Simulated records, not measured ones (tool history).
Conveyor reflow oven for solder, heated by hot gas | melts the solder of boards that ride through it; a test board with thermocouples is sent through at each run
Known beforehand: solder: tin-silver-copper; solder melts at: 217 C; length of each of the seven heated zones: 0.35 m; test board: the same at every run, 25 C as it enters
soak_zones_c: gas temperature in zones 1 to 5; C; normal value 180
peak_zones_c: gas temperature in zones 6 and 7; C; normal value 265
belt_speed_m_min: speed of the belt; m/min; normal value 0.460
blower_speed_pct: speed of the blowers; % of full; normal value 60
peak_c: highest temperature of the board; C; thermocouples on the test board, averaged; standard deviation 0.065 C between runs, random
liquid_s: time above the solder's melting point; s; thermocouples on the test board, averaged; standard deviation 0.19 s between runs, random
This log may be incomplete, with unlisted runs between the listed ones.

run    hour  soak_zones_c  peak_zones_c  belt_speed_m_min  blower_speed_pct  peak_c  liquid_s
  1     0.0           180           265             0.460                60  251.13      70.3
  2    83.7           180           265             0.460                60  251.09      70.2
  3   149.3           180           265             0.460                60  250.85      70.5
  4   197.4           180           265             0.460                60  250.89      70.3
  5   239.4           180           265             0.460                60  250.79      70.3
      301.5  -- flux residue cleaned out of gas plates and filters
  6   306.2           180           265             0.460                60  250.10      69.6
  7   340.9           180           265             0.460                60  250.05      69.0
  8   398.0           180           265             0.460                60  249.93      68.9
  9   467.3           180           265             0.460                60  249.76      68.8
      486.4  -- thermocouples of zones 6 and 7 changed
 10   550.7           180           265             0.460                60  248.25      67.7
 11   614.4           178           265             0.464                55  245.70      62.9
 12   692.0           173           269             0.524                74  249.61      57.2
      755.2  -- flux residue cleaned out of gas plates and filters, once more
 13   758.3           172           265             0.460                60  249.13      66.2
 14   832.5           172           265             0.460                60  249.09      65.8
 15   915.8           180           254             0.460                60  240.84      61.2
 16   973.9           180           254             0.380                51  243.16      78.6
 17  1025.9           180           254             0.380                51  243.00      78.6
 18  1086.6           180           276             0.380                88  270.30     104.1
 19  1126.7           175           265             0.392                60  253.76      85.3
 20  1185.2           180           265             0.503                60  247.08      61.0

What if the next run were any one of these 4? Each begins from the tool's condition after run 20:
     1228.2  -- flux residue cleaned out of gas plates and filters
  A  1234.3           194           280             0.393                60       ?         ?
     1228.2  -- flux residue cleaned out of gas plates and filters
  B  1234.3           180           277             0.417                54       ?         ?
     1228.2  -- flux residue cleaned out of gas plates and filters
  C  1234.3           180           271             0.450                63       ?         ?
     1228.2  -- flux residue cleaned out of gas plates and filters
  D  1234.3           173           274             0.431                60       ?         ?

run  peak_c  liquid_s
  A  270.54     107.6
  B  262.50      88.7
  C  257.85      79.2
  D  259.74      81.0
With the hidden condition removed and each run's random variation left untouched, the same runs would have given:
run  peak_c  liquid_s
  A  269.59     104.5
  B  261.37      85.5
  C  256.78      76.3
  D  258.61      78.0
